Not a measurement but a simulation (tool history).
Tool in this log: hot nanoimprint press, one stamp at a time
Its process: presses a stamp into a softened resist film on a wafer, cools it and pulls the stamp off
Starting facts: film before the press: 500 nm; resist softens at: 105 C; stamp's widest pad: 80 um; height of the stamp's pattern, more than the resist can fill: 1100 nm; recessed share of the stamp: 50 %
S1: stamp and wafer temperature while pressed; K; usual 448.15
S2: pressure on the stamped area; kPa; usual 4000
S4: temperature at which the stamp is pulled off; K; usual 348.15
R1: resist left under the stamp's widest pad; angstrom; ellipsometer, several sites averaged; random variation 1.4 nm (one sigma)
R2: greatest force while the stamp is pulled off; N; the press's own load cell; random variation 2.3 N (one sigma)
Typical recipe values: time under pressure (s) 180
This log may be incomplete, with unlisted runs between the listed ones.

run 1 hour=0 | S1=448.15 S2=4000 time_under_pressure_(s)=180 S4=348.15 | R1=2377 R2=134
-- hour=19.6 plate thermocouple calibrated
run 2 hour=29.4 | S1=455.15 S2=4000 time_under_pressure_(s)=180 S4=348.15 | R1=1834 R2=135
run 3 hour=58.5 | S1=455.15 S2=4000 time_under_pressure_(s)=180 S4=348.15 | R1=1836 R2=137
run 4 hour=76.4 | S1=455.15 S2=4000 time_under_pressure_(s)=180 S4=348.15 | R1=1865 R2=139
run 5 hour=108.9 | S1=455.15 S2=4000 time_under_pressure_(s)=180 S4=348.15 | R1=1859 R2=137
-- hour=118.1 plate thermocouple calibrated, once more
run 6 hour=133.3 | S1=455.15 S2=4000 time_under_pressure_(s)=180 S4=348.15 | R1=1575 R2=134
run 7 hour=159.2 | S1=448.15 S2=4000 time_under_pressure_(s)=180 S4=348.15 | R1=2139 R2=128
run 8 hour=175.2 | S1=448.15 S2=4000 time_under_pressure_(s)=180 S4=348.15 | R1=2121 R2=130
run 9 hour=202.4 | S1=448.15 S2=4000 time_under_pressure_(s)=180 S4=348.15 | R1=2156 R2=129
run 10 hour=229.2 | S1=448.15 S2=4000 time_under_pressure_(s)=180 S4=348.15 | R1=2158 R2=137
run 11 hour=249.5 | S1=448.15 S2=4680 time_under_pressure_(s)=180 S4=348.15 | R1=2007 R2=137
run 12 hour=284.9 | S1=448.15 S2=4680 time_under_pressure_(s)=180 S4=348.15 | R1=1958 R2=137
run 13 hour=301.8 | S1=448.15 S2=4680 time_under_pressure_(s)=180 S4=348.15 | R1=1977 R2=140

Predict the results of run 14:
run 14 hour=324.5 | S1=448.15 S2=4680 time_under_pressure_(s)=152 S4=333.15 | R1=? R2=?

{"run 14": {"R1": 2112, "R2": 197}}
Had the tool carried no hidden state, the very same run would have given R1 2076 angstrom, R2 146 N.
